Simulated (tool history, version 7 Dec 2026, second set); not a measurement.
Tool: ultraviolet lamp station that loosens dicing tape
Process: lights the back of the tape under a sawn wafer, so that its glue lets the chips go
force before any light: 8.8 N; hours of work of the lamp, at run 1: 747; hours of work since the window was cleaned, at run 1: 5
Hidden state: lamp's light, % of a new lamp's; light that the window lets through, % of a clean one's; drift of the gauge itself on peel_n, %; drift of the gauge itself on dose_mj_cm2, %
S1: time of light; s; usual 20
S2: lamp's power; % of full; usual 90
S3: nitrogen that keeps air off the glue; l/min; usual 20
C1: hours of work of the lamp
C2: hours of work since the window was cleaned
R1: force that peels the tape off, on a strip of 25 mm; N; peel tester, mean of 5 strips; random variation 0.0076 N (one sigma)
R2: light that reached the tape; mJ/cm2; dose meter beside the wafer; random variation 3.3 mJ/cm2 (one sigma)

run	hour	S1	S2	S3	C1	C2	R1	R2
1	0.0	20	90	20	747	5	0.539	369
2	35.9	20	90	20	762	20	0.560	370
3	82.1	14	90	20	782	40	1.186	252
4	124.2	14	90	20	800	58	1.153	249
5	178.3	20	90	20	824	82	0.649	348
6	231.8	20	90	20	847	105	0.660	340
7	286.4	20	90	20	871	129	0.710	328
8	350.1	20	90	20	898	156	0.751	321
9	391.6	20	90	20	916	174	0.776	308
# hour 416.7: lamp changed
10	447.6	20	98	20	13	198	0.302	515
11	510.1	20	98	20	40	225	0.312	504
12	552.6	20	98	20	59	243	0.325	492
13	603.3	23	90	20	81	265	0.302	507
14	656.9	23	90	20	104	289	0.324	490
15	699.8	23	90	20	123	307	0.335	482
# hour 709.5: window cleaned of glue's vapour
16	755.0	23	90	20	146	20	0.274	562
17	789.9	23	90	20	161	35	0.268	552
18	825.4	23	90	20	177	50	0.276	550
19	881.6	18	90	20	201	74	0.431	420
20	941.9	19	90	20	227	101	0.431	429
21	967.9	19	90	20	238	112	0.412	433
22	1002.3	20	69	18	253	127	0.694	335
23	1051.6	12	91	28	275	148	0.921	262
24	1091.4	12	68	20	292	165	1.775	193
25	1154.1	12	68	20	319	192	1.909	192
26	1185.0	12	68	20	332	206	1.952	186
27	1227.7	12	68	20	351	224	1.983	184
28	1288.4	27	68	20	377	251	0.471	401
29	1334.7	27	68	20	397	271	0.499	391
30	1390.0	15	93	7	421	295	1.590	289
31	1420.9	20	73	7	435	308	1.562	293
# hour 1430.2: window cleaned of glue's vapour
32	1467.0	20	73	7	454	16	1.166	354
33	1514.1	20	79	7	475	36	1.020	374
34	1573.9	30	88	22	501	62	0.234	602
35	1605.4	30	88	22	514	76	0.239	603
36	1656.3	30	88	22	536	98	0.251	591
37	1705.7	21	69	8	558	119	1.326	314
38	1764.4	37	72	10	583	145	0.364	562
39	1797.5	37	72	10	597	159	0.391	556
40	1838.2	35	90	27	615	177	0.218	639
41	1867.5	13	78	7	628	189	2.678	199
42	1906.6	20	62	33	645	206	1.007	246

How the hidden state differs across the entries between the runs, from the last listed run before each to the first after it:
Between runs 9 and 10: lamp changed (hour 416.7)
  lamp's light, % of a new lamp's: 64.6 -> 99; light that the window lets through, % of a clean one's: 90.4 -> 89.2
  measured less the result without the state, R1: +0.501 -> +0.047 N; R2: -221 -> -68 mJ/cm2
Between runs 15 and 16: window cleaned of glue's vapour (hour 709.5)
  lamp's light, % of a new lamp's: 94.7 -> 93.8; light that the window lets through, % of a clean one's: 83.7 -> 98.2
  measured less the result without the state, R1: +0.088 -> +0.024 N; R2: -127 -> -48 mJ/cm2
Between runs 31 and 32: window cleaned of glue's vapour (hour 1430.2)
  lamp's light, % of a new lamp's: 83 -> 82.3; light that the window lets through, % of a clean one's: 83.1 -> 99.1
  measured less the result without the state, R1: +0.768 -> +0.378 N; R2: -133 -> -80 mJ/cm2
